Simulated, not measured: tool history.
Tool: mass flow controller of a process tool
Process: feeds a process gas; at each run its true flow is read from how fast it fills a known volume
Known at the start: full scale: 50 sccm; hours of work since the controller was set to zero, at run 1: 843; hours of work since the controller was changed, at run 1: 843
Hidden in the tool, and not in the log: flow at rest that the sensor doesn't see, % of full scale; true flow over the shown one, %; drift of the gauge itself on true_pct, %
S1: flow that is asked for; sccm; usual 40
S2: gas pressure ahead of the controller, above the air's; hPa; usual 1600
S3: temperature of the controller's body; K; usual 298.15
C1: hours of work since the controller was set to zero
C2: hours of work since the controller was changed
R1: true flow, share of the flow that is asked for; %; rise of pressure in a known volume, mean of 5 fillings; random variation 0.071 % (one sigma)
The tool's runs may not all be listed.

run    hour  S1    S2      S3    C1    C2      R1
  1     0.0  40  1600  298.15   843   843   99.76
  2   161.7  40  1600  298.15   910   910   99.76
  3   259.9  39  1600  298.15   951   951   99.73
  4   348.4  39  1600  298.15   988   988   99.79
  5   522.5  39  1600  298.15  1060  1060   99.74
  6   702.6   6  1600  298.15  1135  1135   98.65
  7   839.3   6  1600  298.15  1191  1191   98.73
  8   912.6  40  1600  311.15  1222  1222  101.19
  9  1025.8  40  1600  311.15  1269  1269  101.10
 10  1121.0  13  1600  311.15  1309  1309  100.08
 11  1281.9  13  1600  311.15  1375  1375  100.12
 12  1429.8  13  1600  311.15  1437  1437  100.18
 13  1572.7  13  1600  311.15  1496  1496  100.03
 14  1654.1  13  1600  311.15  1530  1530  100.31
 15  1818.3   5  1930  302.15  1598  1598   99.26
 16  1942.7   5  1930  302.15  1650  1650   99.17
 17  2068.1   5  1930  302.15  1702  1702   99.30
 18  2244.2  12  2690  312.15  1775  1775  100.10
 19  2335.8  32  1910  303.15  1813  1813  100.69
 20  2424.8   5  1910  294.15  1850  1850   98.80
 21  2587.8   8  2090  306.15  1918  1918   99.79
 22  2764.6   8  2090  306.15  1991  1991   99.73
 23  2916.4   8  2090  306.15  2055  2055   99.95

4 ways to go on from here, each from the tool as it stands after run 23. What would each give?
  A  3018.5   8  2090  296.15  2097  2097   ?
  B  3018.5  40  1560  306.15  2097  2097   ?
  C  3018.5   5  1600  294.15  2097  2097   ?
  D  3018.5   7  2260  294.15  2097  2097   ?

run      R1
  A   99.28
  B  101.52
  C   99.12
  D   99.08
Without the tool's hidden state the same runs would have given:
run      R1
  A   98.19
  B  100.40
  C   98.03
  D   97.99
